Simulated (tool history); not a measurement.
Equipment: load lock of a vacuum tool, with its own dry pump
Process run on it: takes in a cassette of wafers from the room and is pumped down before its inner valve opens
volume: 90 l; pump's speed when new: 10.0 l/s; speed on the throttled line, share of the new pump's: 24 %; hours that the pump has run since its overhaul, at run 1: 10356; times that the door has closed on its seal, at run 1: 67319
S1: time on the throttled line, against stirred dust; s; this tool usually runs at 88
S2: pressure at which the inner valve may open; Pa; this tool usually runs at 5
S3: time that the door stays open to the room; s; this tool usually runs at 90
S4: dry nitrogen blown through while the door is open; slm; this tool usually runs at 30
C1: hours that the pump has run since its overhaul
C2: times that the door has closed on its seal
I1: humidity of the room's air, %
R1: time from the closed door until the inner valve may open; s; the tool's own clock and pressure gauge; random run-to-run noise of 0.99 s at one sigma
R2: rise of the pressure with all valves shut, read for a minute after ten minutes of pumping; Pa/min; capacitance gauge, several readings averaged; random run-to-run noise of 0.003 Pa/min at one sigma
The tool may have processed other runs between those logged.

| run | hour | S1 | S2 | S3 | S4 | C1 | C2 | I1 | R1 | R2 |
|---|---|---|---|---|---|---|---|---|---|---|
| 1 | 0.0 | 88 | 5 | 90 | 30 | 10356 | 67319 | 44.5 | 168.5 | 0.565 |
| 2 | 412.4 | 88 | 5 | 90 | 30 | 10769 | 68444 | 46.3 | 169.8 | 0.593 |
| 3 | 707.3 | 88 | 5 | 90 | 30 | 11064 | 69249 | 47.0 | 170.4 | 0.601 |
|  | 742.0 | door's seal changed, seat wiped |
| 4 | 1041.4 | 88 | 5 | 90 | 30 | 11396 | 816 | 41.2 | 171.0 | 0.036 |
| 5 | 1337.5 | 88 | 5 | 90 | 30 | 11692 | 1625 | 44.4 | 171.0 | 0.035 |
| 6 | 1749.0 | 74 | 5 | 90 | 30 | 12104 | 2747 | 44.8 | 161.4 | 0.045 |
| 7 | 2051.8 | 74 | 5 | 90 | 30 | 12407 | 3574 | 47.7 | 162.7 | 0.049 |
| 8 | 2370.8 | 74 | 5 | 90 | 30 | 12726 | 4444 | 43.7 | 162.5 | 0.044 |
| 9 | 2620.5 | 88 | 5 | 90 | 4 | 12975 | 5125 | 47.1 | 172.4 | 0.079 |
| 10 | 2869.1 | 88 | 5 | 90 | 26 | 13224 | 5804 | 44.4 | 173.0 | 0.050 |
| 11 | 3276.3 | 88 | 5 | 90 | 30 | 13631 | 6915 | 42.3 | 172.2 | 0.052 |
| 12 | 3489.1 | 88 | 5 | 90 | 30 | 13844 | 7496 | 41.1 | 172.8 | 0.049 |
| 13 | 3836.1 | 88 | 5 | 90 | 30 | 14191 | 8443 | 45.3 | 175.3 | 0.065 |
| 14 | 4227.8 | 88 | 5 | 90 | 30 | 14583 | 9511 | 50.2 | 173.8 | 0.069 |
| 15 | 4443.8 | 88 | 5 | 29 | 7 | 14799 | 10101 | 43.1 | 176.6 | 0.056 |
| 16 | 4830.1 | 88 | 5 | 29 | 7 | 15185 | 11155 | 44.7 | 175.4 | 0.063 |
| 17 | 5229.6 | 88 | 4 | 59 | 30 | 15584 | 12245 | 43.1 | 179.3 | 0.067 |
| 18 | 5704.5 | 81 | 4 | 59 | 5 | 16059 | 13541 | 47.7 | 174.1 | 0.093 |
| 19 | 6120.1 | 93 | 5 | 90 | 30 | 16475 | 14675 | 43.4 | 180.2 | 0.083 |
| 20 | 6454.1 | 93 | 5 | 40 | 30 | 16809 | 15586 | 44.4 | 182.1 | 0.073 |
| 21 | 6766.9 | 93 | 9 | 40 | 14 | 17122 | 16440 | 48.2 | 173.5 | 0.088 |
| 22 | 7000.0 | 75 | 10 | 90 | 30 | 17355 | 17076 | 43.5 | 160.2 | 0.094 |
| 23 | 7236.2 | 106 | 5 | 90 | 13 | 17591 | 17721 | 44.2 | 191.3 | 0.112 |
| 24 | 7592.4 | 106 | 5 | 90 | 13 | 17947 | 18693 | 42.7 | 193.2 | 0.111 |
| 25 | 8077.3 | 88 | 5 | 203 | 30 | 18432 | 20016 | 45.1 | 179.0 | 0.133 |
| 26 | 8536.0 | 88 | 5 | 203 | 30 | 18891 | 21268 | 45.8 | 179.5 | 0.146 |

3 options for the next run, each taken on its own from the tool as it stands now. Forecast them:
| A | 8844.8 | 88 | 5 | 29 | 30 | 19200 | 22110 | 45.6 | ? | ? |
| B | 8844.8 | 88 | 5 | 90 | 22 | 19200 | 22110 | 44.0 | ? | ? |
| C | 8844.8 | 88 | 5 | 25 | 30 | 19200 | 22110 | 46.7 | ? | ? |

| run | R1 | R2 |
|---|---|---|
| A | 180.6 | 0.100 |
| B | 179.8 | 0.123 |
| C | 181.3 | 0.098 |
With the hidden condition removed and each run's random variation left untouched, the same runs would have given:
| run | R1 | R2 |
|---|---|---|
| A | 157.7 | 0.013 |
| B | 157.1 | 0.037 |
| C | 158.3 | 0.011 |
